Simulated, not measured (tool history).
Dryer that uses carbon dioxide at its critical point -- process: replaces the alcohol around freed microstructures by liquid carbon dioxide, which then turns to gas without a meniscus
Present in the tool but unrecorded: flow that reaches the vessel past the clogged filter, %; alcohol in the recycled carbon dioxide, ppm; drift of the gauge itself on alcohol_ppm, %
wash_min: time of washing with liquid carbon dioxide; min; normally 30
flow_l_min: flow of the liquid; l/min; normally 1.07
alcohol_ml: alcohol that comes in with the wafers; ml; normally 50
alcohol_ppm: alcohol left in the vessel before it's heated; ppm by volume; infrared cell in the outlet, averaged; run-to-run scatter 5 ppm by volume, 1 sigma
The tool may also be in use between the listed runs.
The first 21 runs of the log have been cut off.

| run | hour | wash_min | flow_l_min | alcohol_ml | hours of work since the filter was changed | hours of work since the purifier's bed was changed | alcohol_ppm |
|---|---|---|---|---|---|---|---|
|  | 1011.1 | inlet filter changed |
| 22 | 1053.3 | 30 | 0.78 | 50 | 21 | 825 | 260 |
| 23 | 1099.3 | 30 | 0.78 | 50 | 45 | 848 | 260 |
| 24 | 1160.4 | 30 | 1.73 | 54 | 76 | 879 | 55 |
| 25 | 1200.7 | 19 | 1.43 | 23 | 96 | 899 | 113 |
| 26 | 1229.9 | 33 | 1.07 | 118 | 111 | 914 | 115 |
| 27 | 1260.8 | 33 | 1.07 | 118 | 126 | 930 | 119 |
| 28 | 1298.9 | 20 | 1.07 | 78 | 146 | 949 | 541 |
| 29 | 1332.2 | 20 | 1.07 | 78 | 162 | 966 | 544 |
| 30 | 1374.8 | 27 | 0.69 | 51 | 184 | 988 | 597 |
| 31 | 1421.8 | 27 | 0.69 | 51 | 208 | 1011 | 599 |
| 32 | 1451.8 | 27 | 0.69 | 51 | 223 | 1026 | 598 |
| 33 | 1489.9 | 34 | 0.65 | 25 | 242 | 1046 | 224 |
| 34 | 1524.6 | 36 | 1.62 | 28 | 260 | 1063 | 60 |
| 35 | 1582.1 | 27 | 1.21 | 43 | 289 | 1092 | 114 |
|  | 1599.2 | inlet filter changed |
| 36 | 1624 | 41 | 1.32 | 74 | 13 | 1113 | 68 |
| 37 | 1677.4 | 41 | 1.32 | 74 | 40 | 1140 | 69 |
| 38 | 1737.2 | 41 | 1.32 | 74 | 70 | 1170 | 67 |
| 39 | 1803.9 | 32 | 1.32 | 105 | 104 | 1204 | 91 |
| 40 | 1862.5 | 32 | 1.32 | 105 | 133 | 1234 | 102 |
| 41 | 1923.9 | 28 | 1.11 | 50 | 164 | 1265 | 147 |
| 42 | 1990.3 | 28 | 1.11 | 50 | 198 | 1298 | 151 |
| 43 | 2049 | 28 | 1.11 | 50 | 228 | 1328 | 157 |
|  | 2063.2 | purifier's bed changed |
| 44 | 2086 | 38 | 0.68 | 82 | 245 | 12 | 287 |
| 45 | 2136.3 | 38 | 0.68 | 82 | 270 | 37 | 300 |
|  | 2190 | inlet filter changed |
| 46 | 2191.8 | 38 | 0.68 | 41 | 1 | 65 | 120 |

Below are 4 alternative next runs, each starting from the tool's condition after run 46. Predict each:
| A | 2225.3 | 30 | 0.83 | 64 | 18 | 82 | ? |
| B | 2225.3 | 34 | 1.71 | 62 | 18 | 82 | ? |
| C | 2225.3 | 32 | 0.83 | 23 | 18 | 82 | ? |
| D | 2225.3 | 33 | 1.07 | 50 | 18 | 82 | ? |

| run | alcohol_ppm |
|---|---|
| A | 219 |
| B | 14 |
| C | 57 |
| D | 21 |
Without the tool's unlogged condition, the same runs would have read:
| run | alcohol_ppm |
|---|---|
| A | 203 |
| B | 8 |
| C | 48 |
| D | 13 |

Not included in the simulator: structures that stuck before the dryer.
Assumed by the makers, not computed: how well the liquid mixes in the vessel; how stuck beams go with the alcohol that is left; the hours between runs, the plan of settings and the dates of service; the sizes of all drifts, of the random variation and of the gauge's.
